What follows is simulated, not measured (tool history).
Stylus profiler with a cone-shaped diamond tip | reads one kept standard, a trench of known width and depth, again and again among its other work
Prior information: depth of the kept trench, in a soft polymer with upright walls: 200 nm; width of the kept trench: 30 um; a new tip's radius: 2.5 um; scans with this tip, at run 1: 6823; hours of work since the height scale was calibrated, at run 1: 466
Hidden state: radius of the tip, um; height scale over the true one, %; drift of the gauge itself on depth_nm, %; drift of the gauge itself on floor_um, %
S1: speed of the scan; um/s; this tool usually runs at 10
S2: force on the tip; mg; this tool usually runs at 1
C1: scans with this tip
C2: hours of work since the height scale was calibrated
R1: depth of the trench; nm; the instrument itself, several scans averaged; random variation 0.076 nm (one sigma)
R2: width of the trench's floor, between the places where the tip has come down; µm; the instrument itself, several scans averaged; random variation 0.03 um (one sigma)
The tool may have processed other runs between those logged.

Run 1, hour 0: usual settings; C1 6823; C2 466. Result: R1 201.26 nm, R2 27.56 µm.
Run 2, hour 29.1: usual settings; C1 7038; C2 481. Result: R1 201.27 nm, R2 27.6 µm.
Run 3, hour 67.3: usual settings; C1 7320; C2 500. Result: R1 201.31 nm, R2 27.52 µm.
Run 4, hour 88.4: usual settings; C1 7476; C2 511. Result: R1 201.11 nm, R2 27.56 µm.
Run 5, hour 115.3: usual settings; C1 7674; C2 524. Result: R1 201.37 nm, R2 27.57 µm.
Run 6, hour 152.1: usual settings; C1 7946; C2 543. Result: R1 201.41 nm, R2 27.54 µm.
Run 7, hour 178: usual settings but S2 1.01 mg; C1 8137; C2 556. Result: R1 201.35 nm, R2 27.52 µm.
Run 8, hour 197: usual settings but S1 8 um/s; C1 8278; C2 565. Result: R1 201.45 nm, R2 27.47 µm.
Run 9, hour 226.7: usual settings; C1 8496; C2 580. Result: R1 201.28 nm, R2 27.49 µm.
Run 10, hour 268.6: usual settings; C1 8806; C2 601. Result: R1 201.45 nm, R2 27.5 µm.
Run 11, hour 308.4: usual settings; C1 9100; C2 622. Result: R1 201.44 nm, R2 27.51 µm.
Run 12, hour 327.4: usual settings; C1 9240; C2 631. Result: R1 201.28 nm, R2 27.51 µm.
Run 13, hour 362.6: usual settings; C1 9500; C2 649. Result: R1 201.34 nm, R2 27.37 µm.
Run 14, hour 387.4: usual settings; C1 9683; C2 661. Result: R1 201.35 nm, R2 27.47 µm.
Run 15, hour 430: usual settings; C1 9998; C2 683. Result: R1 201.47 nm, R2 27.43 µm.
Run 16, hour 463.9: usual settings but S1 7 um/s; C1 10248; C2 700. Result: R1 201.3 nm, R2 27.46 µm.
Run 17, hour 502.1: usual settings; C1 10530; C2 719. Result: R1 201.23 nm, R2 27.38 µm.
Run 18, hour 530.3: usual settings but S2 0.49 mg; C1 10739; C2 733. Result: R1 201.03 nm, R2 27.3 µm.
Run 19, hour 571.4: usual settings but S2 0.49 mg; C1 11042; C2 754. Result: R1 200.93 nm, R2 27.36 µm.
Run 20, hour 591.4: usual settings but S2 2.51 mg; C1 11189; C2 764. Result: R1 202.31 nm, R2 27.44 µm.
Run 21, hour 626.8: usual settings but S2 2.51 mg; C1 11451; C2 782. Result: R1 202.29 nm, R2 27.38 µm.

Run 22 comes next. What will it give?
Run 22, hour 651.4: usual settings but S2 2.51 mg; C1 11633; C2 795. Result: R1 ?, R2 ?.

{"run 22": {"R1": 202.44, "R2": 27.37}}
If the tool had no hidden condition, the same run with the same run-to-run variation would have returned R1 202.08 nm, R2 27.99 µm.
